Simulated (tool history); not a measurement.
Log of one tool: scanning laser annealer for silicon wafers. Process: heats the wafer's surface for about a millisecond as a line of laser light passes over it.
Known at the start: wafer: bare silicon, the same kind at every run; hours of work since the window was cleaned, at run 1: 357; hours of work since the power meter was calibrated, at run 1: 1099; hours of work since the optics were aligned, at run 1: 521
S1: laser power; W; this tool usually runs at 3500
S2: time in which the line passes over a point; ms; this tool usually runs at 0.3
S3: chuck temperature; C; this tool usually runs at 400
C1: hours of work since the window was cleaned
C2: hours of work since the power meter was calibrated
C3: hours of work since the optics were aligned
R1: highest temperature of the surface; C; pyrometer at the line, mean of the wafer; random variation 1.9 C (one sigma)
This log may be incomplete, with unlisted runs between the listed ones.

{"run": 1, "hour": 0.0, "S1": 3500, "S2": 0.3, "S3": 400, "C1": 357, "C2": 1099, "C3": 521, "R1": 1170}
{"run": 2, "hour": 49.7, "S1": 3500, "S2": 0.3, "S3": 400, "C1": 389, "C2": 1131, "C3": 554, "R1": 1172}
{"run": 3, "hour": 80.4, "S1": 3500, "S2": 0.3, "S3": 400, "C1": 408, "C2": 1151, "C3": 573, "R1": 1168}
{"hour": 88.1, "done": "laser's power meter calibrated"}
{"run": 4, "hour": 110.0, "S1": 3500, "S2": 0.3, "S3": 400, "C1": 426, "C2": 14, "C3": 591, "R1": 1170}
{"run": 5, "hour": 142.6, "S1": 3791, "S2": 0.3, "S3": 400, "C1": 447, "C2": 35, "C3": 612, "R1": 1249}
{"run": 6, "hour": 175.2, "S1": 3791, "S2": 0.3, "S3": 400, "C1": 468, "C2": 56, "C3": 633, "R1": 1246}
{"run": 7, "hour": 227.4, "S1": 3791, "S2": 0.3, "S3": 400, "C1": 502, "C2": 90, "C3": 666, "R1": 1240}
{"run": 8, "hour": 255.5, "S1": 3127, "S2": 0.3, "S3": 395, "C1": 520, "C2": 108, "C3": 685, "R1": 1061}
{"hour": 299.0, "done": "laser's power meter calibrated, once more"}
{"run": 9, "hour": 310.1, "S1": 3127, "S2": 0.214, "S3": 401, "C1": 553, "C2": 7, "C3": 718, "R1": 966}
{"run": 10, "hour": 334.5, "S1": 3461, "S2": 0.26, "S3": 401, "C1": 569, "C2": 23, "C3": 734, "R1": 1100}
{"run": 11, "hour": 361.9, "S1": 3721, "S2": 0.343, "S3": 398, "C1": 587, "C2": 41, "C3": 752, "R1": 1268}

Results for each run, recomputed without the tool's hidden state and with each run's random variation untouched:
Hidden state present: light that passes the window, % of a clean one's; laser's true power over the reading, %; width of the line over the set one, %; drift of the gauge itself on peak_c, C.
run=1 R1=1203
run=2 R1=1207
run=3 R1=1205
run=4 R1=1208
run=5 R1=1292
run=6 R1=1292
run=7 R1=1287
run=8 R1=1100
run=9 R1=1001
run=10 R1=1144
run=11 R1=1324
